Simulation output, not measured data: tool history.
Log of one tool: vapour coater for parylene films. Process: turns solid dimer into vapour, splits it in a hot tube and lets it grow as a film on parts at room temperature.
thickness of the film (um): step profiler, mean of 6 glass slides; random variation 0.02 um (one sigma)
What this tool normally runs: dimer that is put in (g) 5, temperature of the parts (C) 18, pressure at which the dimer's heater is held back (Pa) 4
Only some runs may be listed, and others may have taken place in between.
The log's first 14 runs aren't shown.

| run | hour | dimer that is put in (g) | temperature of the parts (C) | pressure at which the dimer's heater is held back (Pa) | hours of work since the trap's valve was overhauled | hours of work since the table's thermometer was calibrated | thickness of the film (um) |
|---|---|---|---|---|---|---|---|
| 15 | 171.4 | 5 | 11 | 4 | 347 | 731 | 4.13 |
| 16 | 181.5 | 5 | 11 | 4 | 356 | 740 | 4.14 |
| 17 | 197.3 | 5 | 11 | 4 | 369 | 753 | 4.15 |
|  | 216.1 | trap's valve overhauled |
| 18 | 216.1 | 5 | 11 | 4 | 0 | 766 | 4.12 |
| 19 | 225.2 | 5 | 11 | 4 | 8 | 774 | 4.14 |
| 20 | 241.8 | 5 | 11 | 4 | 22 | 788 | 4.11 |
| 21 | 249.2 | 5 | 18 | 2.79 | 28 | 794 | 4 |
| 22 | 264.8 | 5 | 18 | 2.79 | 42 | 808 | 3.94 |
| 23 | 282.3 | 5 | 18 | 2.79 | 57 | 823 | 4.01 |
| 24 | 298.3 | 5 | 18 | 2.79 | 70 | 836 | 3.96 |
| 25 | 312.9 | 5 | 18 | 2.79 | 83 | 849 | 3.98 |
| 26 | 321 | 5 | 27 | 4 | 90 | 856 | 3.27 |
| 27 | 331.2 | 3 | 18 | 4 | 98 | 864 | 2.25 |
| 28 | 343.5 | 8 | 18 | 4 | 109 | 875 | 5.93 |
| 29 | 356.3 | 4 | 18 | 4 | 120 | 886 | 3.02 |
| 30 | 363.9 | 5 | 12 | 10.33 | 126 | 892 | 3.5 |
| 31 | 372.1 | 4 | 27 | 2.3 | 133 | 899 | 2.85 |
| 32 | 382.1 | 4 | 27 | 2.3 | 142 | 908 | 2.85 |
| 33 | 396.4 | 4 | 27 | 2.3 | 154 | 920 | 2.88 |
| 34 | 411.8 | 8 | 18 | 2.44 | 167 | 933 | 6.53 |
| 35 | 421.8 | 5 | 19 | 4 | 176 | 942 | 3.68 |
| 36 | 435.7 | 5 | 19 | 4 | 188 | 954 | 3.71 |
| 37 | 453.8 | 9 | 19 | 6.4 | 203 | 969 | 6.21 |
| 38 | 465 | 9 | 27 | 9.12 | 213 | 979 | 5.13 |

For run 39, what comes out?
| 39 | 475.6 | 9 | 27 | 9.12 | 222 | 988 | ? |

thickness of the film (um): 5.18
With no hidden state in the tool, this same run would have given thickness of the film (um) 5.05.

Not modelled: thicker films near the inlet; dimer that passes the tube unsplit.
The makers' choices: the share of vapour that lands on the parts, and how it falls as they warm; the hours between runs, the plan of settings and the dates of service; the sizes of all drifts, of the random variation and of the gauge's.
